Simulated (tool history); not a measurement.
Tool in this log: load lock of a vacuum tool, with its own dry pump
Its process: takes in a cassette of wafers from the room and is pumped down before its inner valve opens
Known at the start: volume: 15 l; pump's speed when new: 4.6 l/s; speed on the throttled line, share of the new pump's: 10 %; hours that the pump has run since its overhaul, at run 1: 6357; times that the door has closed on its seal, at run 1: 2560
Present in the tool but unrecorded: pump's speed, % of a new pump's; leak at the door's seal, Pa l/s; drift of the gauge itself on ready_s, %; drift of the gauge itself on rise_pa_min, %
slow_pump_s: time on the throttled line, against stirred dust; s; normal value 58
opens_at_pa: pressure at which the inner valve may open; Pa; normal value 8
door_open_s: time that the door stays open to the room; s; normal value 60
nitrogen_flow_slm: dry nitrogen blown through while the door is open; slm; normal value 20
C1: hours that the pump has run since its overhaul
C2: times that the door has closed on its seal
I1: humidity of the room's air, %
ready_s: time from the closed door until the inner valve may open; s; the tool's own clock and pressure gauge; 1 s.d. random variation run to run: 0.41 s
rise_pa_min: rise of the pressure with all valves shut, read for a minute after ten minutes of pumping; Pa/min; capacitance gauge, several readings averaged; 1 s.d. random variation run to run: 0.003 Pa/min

run 1 hour=0.0 | slow_pump_s=58 opens_at_pa=8 door_open_s=60 nitrogen_flow_slm=20 | C1=6357 C2=2560 | I1=47.1 | ready_s=86.1 rise_pa_min=0.062
run 2 hour=111.2 | slow_pump_s=58 opens_at_pa=14 door_open_s=60 nitrogen_flow_slm=20 | C1=6468 C2=2931 | I1=48.2 | ready_s=83.7 rise_pa_min=0.061
run 3 hour=220.6 | slow_pump_s=58 opens_at_pa=8 door_open_s=60 nitrogen_flow_slm=20 | C1=6577 C2=3295 | I1=47.3 | ready_s=86.2 rise_pa_min=0.061
run 4 hour=363.9 | slow_pump_s=58 opens_at_pa=8 door_open_s=60 nitrogen_flow_slm=8 | C1=6721 C2=3772 | I1=49.1 | ready_s=86.7 rise_pa_min=0.085
run 5 hour=455.1 | slow_pump_s=58 opens_at_pa=8 door_open_s=60 nitrogen_flow_slm=8 | C1=6812 C2=4075 | I1=43.1 | ready_s=86.0 rise_pa_min=0.077
run 6 hour=656.2 | slow_pump_s=58 opens_at_pa=14 door_open_s=60 nitrogen_flow_slm=20 | C1=7013 C2=4745 | I1=46.7 | ready_s=84.2 rise_pa_min=0.069
run 7 hour=755.6 | slow_pump_s=58 opens_at_pa=14 door_open_s=60 nitrogen_flow_slm=20 | C1=7112 C2=5076 | I1=40.8 | ready_s=83.8 rise_pa_min=0.061
run 8 hour=897.8 | slow_pump_s=58 opens_at_pa=8 door_open_s=60 nitrogen_flow_slm=24 | C1=7255 C2=5549 | I1=44.0 | ready_s=86.2 rise_pa_min=0.059
run 9 hour=1039.5 | slow_pump_s=100 opens_at_pa=8 door_open_s=60 nitrogen_flow_slm=20 | C1=7396 C2=6021 | I1=43.4 | ready_s=124.2 rise_pa_min=0.063
run 10 hour=1127.5 | slow_pump_s=100 opens_at_pa=8 door_open_s=60 nitrogen_flow_slm=20 | C1=7484 C2=6314 | I1=44.0 | ready_s=122.9 rise_pa_min=0.067
run 11 hour=1257.0 | slow_pump_s=100 opens_at_pa=8 door_open_s=60 nitrogen_flow_slm=20 | C1=7614 C2=6745 | I1=44.9 | ready_s=123.9 rise_pa_min=0.068
run 12 hour=1451.4 | slow_pump_s=100 opens_at_pa=8 door_open_s=60 nitrogen_flow_slm=20 | C1=7808 C2=7392 | I1=43.7 | ready_s=123.5 rise_pa_min=0.073
run 13 hour=1600.4 | slow_pump_s=58 opens_at_pa=8 door_open_s=60 nitrogen_flow_slm=20 | C1=7957 C2=7888 | I1=44.5 | ready_s=86.4 rise_pa_min=0.074
run 14 hour=1741.5 | slow_pump_s=58 opens_at_pa=8 door_open_s=60 nitrogen_flow_slm=20 | C1=8098 C2=8358 | I1=45.3 | ready_s=86.3 rise_pa_min=0.074
run 15 hour=1860.1 | slow_pump_s=58 opens_at_pa=8 door_open_s=60 nitrogen_flow_slm=20 | C1=8217 C2=8753 | I1=45.6 | ready_s=86.0 rise_pa_min=0.072
run 16 hour=1991.9 | slow_pump_s=58 opens_at_pa=8 door_open_s=60 nitrogen_flow_slm=20 | C1=8349 C2=9191 | I1=48.3 | ready_s=86.0 rise_pa_min=0.083
run 17 hour=2107.5 | slow_pump_s=58 opens_at_pa=8 door_open_s=60 nitrogen_flow_slm=20 | C1=8464 C2=9576 | I1=46.0 | ready_s=87.0 rise_pa_min=0.075
run 18 hour=2301.3 | slow_pump_s=58 opens_at_pa=12 door_open_s=114 nitrogen_flow_slm=20 | C1=8658 C2=10221 | I1=43.7 | ready_s=85.3 rise_pa_min=0.089
run 19 hour=2397.5 | slow_pump_s=58 opens_at_pa=12 door_open_s=114 nitrogen_flow_slm=20 | C1=8754 C2=10542 | I1=44.4 | ready_s=85.4 rise_pa_min=0.092
run 20 hour=2574.3 | slow_pump_s=58 opens_at_pa=9 door_open_s=114 nitrogen_flow_slm=20 | C1=8931 C2=11130 | I1=47.8 | ready_s=86.5 rise_pa_min=0.098
run 21 hour=2727.7 | slow_pump_s=34 opens_at_pa=15 door_open_s=60 nitrogen_flow_slm=20 | C1=9085 C2=11641 | I1=44.2 | ready_s=63.9 rise_pa_min=0.086
run 22 hour=2878.7 | slow_pump_s=34 opens_at_pa=15 door_open_s=85 nitrogen_flow_slm=5 | C1=9235 C2=12143 | I1=45.1 | ready_s=63.4 rise_pa_min=0.112
run 23 hour=2979.7 | slow_pump_s=34 opens_at_pa=15 door_open_s=85 nitrogen_flow_slm=5 | C1=9337 C2=12480 | I1=46.2 | ready_s=63.6 rise_pa_min=0.115
run 24 hour=3177.8 | slow_pump_s=34 opens_at_pa=15 door_open_s=85 nitrogen_flow_slm=5 | C1=9535 C2=13139 | I1=47.9 | ready_s=63.0 rise_pa_min=0.129
run 25 hour=3396.2 | slow_pump_s=58 opens_at_pa=7 door_open_s=235 nitrogen_flow_slm=20 | C1=9753 C2=13866 | I1=43.8 | ready_s=87.8 rise_pa_min=0.123
run 26 hour=3604.8 | slow_pump_s=58 opens_at_pa=7 door_open_s=235 nitrogen_flow_slm=20 | C1=9962 C2=14561 | I1=45.4 | ready_s=89.0 rise_pa_min=0.128
run 27 hour=3808.4 | slow_pump_s=41 opens_at_pa=10 door_open_s=235 nitrogen_flow_slm=30 | C1=10165 C2=15238 | I1=43.6 | ready_s=71.8 rise_pa_min=0.114

Each row is a separate what-if for the run after 27, all from the same tool condition, not one after another. Results?
run A hour=3985.6 | slow_pump_s=54 opens_at_pa=10 door_open_s=37 nitrogen_flow_slm=43 | C1=10342 C2=15828 | I1=44.9 | ready_s=? rise_pa_min=?
run B hour=3985.6 | slow_pump_s=41 opens_at_pa=10 door_open_s=39 nitrogen_flow_slm=16 | C1=10342 C2=15828 | I1=44.5 | ready_s=? rise_pa_min=?
run C hour=3985.6 | slow_pump_s=108 opens_at_pa=10 door_open_s=235 nitrogen_flow_slm=30 | C1=10342 C2=15828 | I1=42.5 | ready_s=? rise_pa_min=?
run D hour=3985.6 | slow_pump_s=29 opens_at_pa=9 door_open_s=235 nitrogen_flow_slm=40 | C1=10342 C2=15828 | I1=44.8 | ready_s=? rise_pa_min=?

run=A ready_s=82.4 rise_pa_min=0.078
run=B ready_s=71.2 rise_pa_min=0.095
run=C ready_s=131.9 rise_pa_min=0.116
run=D ready_s=61.7 rise_pa_min=0.101
Without the tool's unlogged condition, the same runs would have read:
run=A ready_s=78.3 rise_pa_min=0.034
run=B ready_s=66.9 rise_pa_min=0.050
run=C ready_s=128.6 rise_pa_min=0.071
run=D ready_s=57.1 rise_pa_min=0.057
